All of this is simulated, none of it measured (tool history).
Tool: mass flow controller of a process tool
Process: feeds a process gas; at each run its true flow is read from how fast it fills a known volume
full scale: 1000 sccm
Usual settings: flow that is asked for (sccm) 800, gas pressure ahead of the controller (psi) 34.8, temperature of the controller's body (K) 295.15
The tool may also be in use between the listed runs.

run	hour	flow that is asked for (sccm)	gas pressure ahead of the controller (psi)	temperature of the controller's body (K)	true flow (%)
1	0.0	800	34.8	295.15	99.68
2	210.7	800	34.8	295.15	99.79
3	374.5	800	34.8	295.15	99.77
4	626.7	800	34.8	299.15	99.72
5	781.3	800	34.8	299.15	99.47
6	929.7	800	23.4	295.15	100.34
7	1059.3	800	23.4	295.15	100.28
8	1172.0	800	32.5	295.15	99.90
9	1405.7	800	32.5	295.15	99.91
10	1605.9	800	32.5	295.15	99.98
11	1811.9	800	32.5	295.15	100.00
12	2025.8	800	34.8	295.15	99.97
13	2152.9	800	34.8	295.15	99.85
14	2323.3	800	34.8	295.15	99.93
15	2469.9	800	20.9	295.15	100.47
# hour 2490.7: controller's zero set anew
16	2678.0	800	28.9	295.15	99.75
17	2914.9	800	28.9	295.15	99.91
# hour 3054.9: controller's zero set anew, once more
18	3126.9	368	28.9	312.15	98.99
19	3294.4	146	28.7	295.15	99.51
20	3488.0	303	31.9	297.15	99.61
21	3729.6	917	34.8	295.15	100.56
22	3879.1	877	35.8	295.15	100.41
23	4076.3	800	23.6	295.15	100.92

The next listed run, before its measurement:
24	4262.5	184	34.7	308.15	?

true flow (%): 98.56
Without the tool's hidden state the same run would have given true flow (%) 98.06.
